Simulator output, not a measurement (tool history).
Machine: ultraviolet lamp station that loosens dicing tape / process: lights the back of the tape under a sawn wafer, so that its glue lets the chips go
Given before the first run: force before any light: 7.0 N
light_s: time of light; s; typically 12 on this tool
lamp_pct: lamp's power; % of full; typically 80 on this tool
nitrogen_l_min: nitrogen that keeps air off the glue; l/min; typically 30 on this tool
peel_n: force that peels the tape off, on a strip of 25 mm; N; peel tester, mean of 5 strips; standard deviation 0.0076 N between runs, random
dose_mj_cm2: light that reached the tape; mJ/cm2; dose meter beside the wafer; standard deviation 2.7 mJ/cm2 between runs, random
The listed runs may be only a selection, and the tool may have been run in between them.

| run | hour | light_s | lamp_pct | nitrogen_l_min | peel_n | dose_mj_cm2 |
|---|---|---|---|---|---|---|
| 1 | 0.0 | 12 | 80 | 30 | 0.405 | 282 |
| 2 | 80.6 | 12 | 80 | 30 | 0.409 | 271 |
| 3 | 121.1 | 12 | 80 | 30 | 0.438 | 267 |
| 4 | 164.1 | 12 | 80 | 30 | 0.436 | 267 |
| 5 | 206.8 | 12 | 80 | 30 | 0.466 | 257 |
| 6 | 274.3 | 12 | 80 | 30 | 0.483 | 255 |
| 7 | 353.7 | 12 | 80 | 14 | 0.903 | 239 |
| 8 | 420.4 | 12 | 80 | 14 | 0.929 | 233 |
| 9 | 470.6 | 12 | 80 | 14 | 1.009 | 229 |
| 10 | 548.2 | 12 | 66 | 14 | 1.396 | 182 |
|  | 576.0 | window cleaned of glue's vapour |
| 11 | 586.3 | 12 | 66 | 14 | 1.020 | 223 |
| 12 | 653.7 | 12 | 66 | 14 | 1.119 | 214 |
| 13 | 696.9 | 12 | 66 | 14 | 1.119 | 209 |
| 14 | 747.1 | 12 | 66 | 14 | 1.191 | 206 |
| 15 | 819.1 | 8 | 80 | 30 | 1.090 | 159 |
| 16 | 865.8 | 12 | 80 | 55 | 0.405 | 238 |
| 17 | 949.7 | 12 | 66 | 30 | 0.823 | 184 |
| 18 | 994.1 | 11 | 80 | 30 | 0.749 | 201 |
| 19 | 1061.1 | 11 | 80 | 28 | 0.793 | 194 |
| 20 | 1116.0 | 11 | 80 | 28 | 0.838 | 187 |
| 21 | 1180.9 | 11 | 80 | 28 | 0.905 | 185 |
| 22 | 1267.7 | 11 | 80 | 28 | 0.935 | 178 |
| 23 | 1316.6 | 12 | 90 | 25 | 0.743 | 210 |
| 24 | 1372.0 | 12 | 90 | 25 | 0.787 | 204 |
|  | 1387.4 | window cleaned of glue's vapour |
|  | 1417.3 | lamp changed |
| 25 | 1417.3 | 10 | 62 | 37 | 0.477 | 239 |
| 26 | 1484.6 | 6 | 70 | 19 | 1.386 | 160 |
| 27 | 1574.3 | 11 | 63 | 19 | 0.665 | 250 |
| 28 | 1649.3 | 11 | 63 | 19 | 0.700 | 245 |
| 29 | 1699.7 | 16 | 80 | 12 | 0.338 | 439 |
| 30 | 1748.3 | 7 | 88 | 12 | 1.224 | 209 |
| 31 | 1837.3 | 7 | 88 | 12 | 1.331 | 198 |
| 32 | 1880.7 | 12 | 71 | 48 | 0.343 | 274 |
| 33 | 1971.4 | 12 | 75 | 49 | 0.337 | 270 |
| 34 | 2042.7 | 12 | 75 | 52 | 0.340 | 266 |
| 35 | 2102.8 | 15 | 94 | 52 | 0.247 | 401 |
| 36 | 2153.6 | 15 | 94 | 52 | 0.235 | 400 |
| 37 | 2191.1 | 10 | 64 | 13 | 1.495 | 179 |
|  | 2200.7 | window cleaned of glue's vapour |
| 38 | 2230.8 | 17 | 92 | 39 | 0.244 | 520 |
| 39 | 2277.6 | 14 | 100 | 53 | 0.248 | 456 |
| 40 | 2335.1 | 9 | 80 | 30 | 0.576 | 226 |
| 41 | 2406.7 | 9 | 80 | 30 | 0.588 | 220 |
| 42 | 2481.2 | 12 | 71 | 21 | 0.626 | 250 |
| 43 | 2543.9 | 14 | 74 | 14 | 0.609 | 295 |

What if the next run were any one of these 4? Each begins from the tool's condition after run 43:
| A | 2601.5 | 14 | 74 | 16 | ? | ? |
| B | 2601.5 | 12 | 78 | 45 | ? | ? |
| C | 2601.5 | 12 | 83 | 54 | ? | ? |
| D | 2601.5 | 23 | 91 | 46 | ? | ? |

| run | peel_n | dose_mj_cm2 |
|---|---|---|
| A | 0.569 | 290 |
| B | 0.364 | 263 |
| C | 0.322 | 280 |
| D | 0.231 | 588 |
Without the tool's unlogged condition, the same runs would have read:
| run | peel_n | dose_mj_cm2 |
|---|---|---|
| A | 0.342 | 400 |
| B | 0.264 | 363 |
| C | 0.257 | 387 |
| D | 0.230 | 810 |
